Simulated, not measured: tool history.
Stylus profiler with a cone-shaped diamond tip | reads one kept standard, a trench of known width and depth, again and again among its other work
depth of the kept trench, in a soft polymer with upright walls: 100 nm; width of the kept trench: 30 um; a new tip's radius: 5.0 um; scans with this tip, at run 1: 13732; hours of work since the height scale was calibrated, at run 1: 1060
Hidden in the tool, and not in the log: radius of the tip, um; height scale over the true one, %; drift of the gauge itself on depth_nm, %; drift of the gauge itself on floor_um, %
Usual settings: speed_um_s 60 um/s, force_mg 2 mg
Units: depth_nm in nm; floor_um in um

| run | hour | speed_um_s | force_mg | scans with this tip | hours of work since the height scale was calibrated | depth_nm | floor_um |
|---|---|---|---|---|---|---|---|
| 1 | 0 | 60 | 2 | 13732 | 1060 | 101.23 | 27.25 |
| 2 | 65.3 | 60 | 2 | 14373 | 1110 | 101.24 | 27.18 |
| 3 | 124.2 | 60 | 2 | 14952 | 1154 | 101.27 | 27.16 |
| 4 | 184.3 | 60 | 2 | 15543 | 1200 | 101.28 | 27.16 |
|  | 207.5 | height scale calibrated on a step standard |
| 5 | 236.4 | 60 | 2 | 16049 | 22 | 101.29 | 27.12 |
| 6 | 279.3 | 60 | 2 | 16470 | 54 | 101.34 | 27.18 |
| 7 | 316.3 | 60 | 2 | 16833 | 82 | 101.34 | 27.13 |
| 8 | 347 | 60 | 4.44 | 17134 | 106 | 102.12 | 27.26 |
| 9 | 377.6 | 60 | 4.44 | 17435 | 129 | 102.11 | 27.25 |
| 10 | 409.1 | 60 | 4.44 | 17744 | 153 | 102.12 | 27.19 |
|  | 429.4 | height scale calibrated on a step standard, once more |
| 11 | 441.6 | 92 | 2 | 18059 | 9 | 101.08 | 26.94 |
| 12 | 498 | 60 | 1.37 | 18612 | 52 | 100.81 | 27.03 |
| 13 | 539.9 | 60 | 2.16 | 19025 | 84 | 101.1 | 27.12 |
| 14 | 588.4 | 60 | 1.61 | 19500 | 121 | 100.95 | 26.98 |
| 15 | 646.9 | 60 | 2 | 20075 | 165 | 101.07 | 27.07 |
| 16 | 689.5 | 60 | 2 | 20494 | 197 | 101.09 | 27.08 |
| 17 | 727.1 | 60 | 2 | 20862 | 226 | 101.09 | 27 |
| 18 | 791 | 60 | 2 | 21490 | 274 | 101.09 | 27 |
| 19 | 857.7 | 60 | 4.55 | 22145 | 325 | 101.9 | 27.04 |
| 20 | 921.1 | 47 | 2 | 22768 | 373 | 101.15 | 27.06 |
| 21 | 960.4 | 47 | 2 | 23153 | 403 | 101.15 | 27.12 |
| 22 | 1027 | 47 | 2 | 23808 | 453 | 101.15 | 26.98 |
| 23 | 1093.7 | 47 | 2 | 24462 | 504 | 101.16 | 27.03 |
| 24 | 1156 | 64 | 2 | 25074 | 551 | 101.16 | 26.87 |
| 25 | 1193.5 | 213 | 1.07 | 25442 | 579 | 100.79 | 25.65 |
| 26 | 1229.1 | 52 | 2.21 | 25792 | 606 | 101.26 | 27 |
| 27 | 1297.6 | 229 | 1.03 | 26465 | 658 | 100.77 | 25.5 |
| 28 | 1330.2 | 229 | 1.03 | 26785 | 683 | 100.78 | 25.49 |
| 29 | 1398.2 | 229 | 1.03 | 27452 | 734 | 100.81 | 25.43 |
| 30 | 1442.8 | 229 | 1.03 | 27890 | 768 | 100.8 | 25.44 |
| 31 | 1496.5 | 23 | 2 | 28418 | 809 | 101.22 | 27.01 |
| 32 | 1537.9 | 25 | 1.34 | 28824 | 840 | 100.93 | 27.01 |
| 33 | 1576.9 | 26 | 1.21 | 29208 | 870 | 100.87 | 26.96 |
| 34 | 1630.9 | 26 | 1.21 | 29737 | 911 | 100.91 | 26.92 |
| 35 | 1682.2 | 26 | 1.78 | 30242 | 950 | 101.15 | 26.98 |
| 36 | 1726.6 | 25 | 1.49 | 30677 | 983 | 101.04 | 26.92 |
| 37 | 1780.1 | 128 | 1.64 | 31203 | 1024 | 101.08 | 26.34 |
| 38 | 1825.4 | 128 | 1.64 | 31647 | 1058 | 101.09 | 26.3 |
| 39 | 1877.1 | 16 | 1.02 | 32155 | 1097 | 100.85 | 26.95 |
|  | 1892.7 | new tip fitted, height scale calibrated |
| 40 | 1912.8 | 20 | 4.08 | 197 | 15 | 101.72 | 27.94 |
| 41 | 1981.7 | 167 | 3.16 | 874 | 67 | 101.45 | 27.23 |
| 42 | 2033.1 | 28 | 5.05 | 1378 | 106 | 101.99 | 27.84 |
| 43 | 2063.3 | 28 | 5.05 | 1675 | 129 | 101.99 | 27.85 |
| 44 | 2133 | 36 | 1.62 | 2359 | 182 | 100.96 | 27.72 |
| 45 | 2170.8 | 36 | 1.62 | 2731 | 211 | 100.95 | 27.73 |

3 ways to go on from here, each from the tool as it stands after run 45. What would each give?
| A | 2236.6 | 136 | 1 | 3377 | 261 | ? | ? |
| B | 2236.6 | 35 | 0.81 | 3377 | 261 | ? | ? |
| C | 2236.6 | 25 | 2.77 | 3377 | 261 | ? | ? |

| run | depth_nm | floor_um |
|---|---|---|
| A | 100.69 | 26.87 |
| B | 100.61 | 27.58 |
| C | 101.36 | 27.77 |
Without the tool's hidden state the same runs would have given:
| run | depth_nm | floor_um |
|---|---|---|
| A | 100.67 | 26.98 |
| B | 100.59 | 27.7 |
| C | 101.35 | 27.88 |
